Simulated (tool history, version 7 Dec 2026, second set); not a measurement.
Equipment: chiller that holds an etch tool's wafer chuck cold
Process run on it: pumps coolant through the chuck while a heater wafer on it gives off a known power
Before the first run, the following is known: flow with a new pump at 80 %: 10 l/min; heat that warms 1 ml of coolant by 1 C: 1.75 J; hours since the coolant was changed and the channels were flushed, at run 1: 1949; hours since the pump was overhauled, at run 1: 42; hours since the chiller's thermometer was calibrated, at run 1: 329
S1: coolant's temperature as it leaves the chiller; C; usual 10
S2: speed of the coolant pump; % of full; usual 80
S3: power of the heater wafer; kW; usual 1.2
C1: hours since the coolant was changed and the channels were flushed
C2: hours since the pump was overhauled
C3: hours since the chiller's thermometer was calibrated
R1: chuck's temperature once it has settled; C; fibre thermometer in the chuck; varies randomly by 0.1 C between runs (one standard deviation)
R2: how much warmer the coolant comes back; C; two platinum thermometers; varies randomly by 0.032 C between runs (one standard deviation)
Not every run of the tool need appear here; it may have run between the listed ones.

run,day,S1,S2,S3,C1,C2,C3,R1,R2
1,0,10,80,1.2,1949,42,329,19.7,4.1
2,0.708,10,80,1.2,1966,59,346,20,4.17
3,1.4,10,80,1.2,1983,75,363,19.8,4.12
4,2.633,10,80,1.2,2013,105,392,19.9,4.11
5,3.471,10,80,1.2,2033,125,412,20,4.15
6,4.308,10,80,1.2,2053,145,432,19.9,4.12
7,5.054,10,80,1.2,2071,163,450,20.2,4.16
8,5.883,10,80,0.632,2091,183,470,15,2.23
9,7.067,10,80,0.632,2119,211,499,15.3,2.18
10,7.854,10,72,1.2,2138,230,517,20.9,4.65

Expected results for the next run?
11,9.288,4,80,0.736,2172,265,552,?,?

For run 11 the tool returned R1 10.3 C, R2 2.58 C.
Minus the tool's unlogged condition, the same run would have read R1 9.7 C, R2 2.56 C.
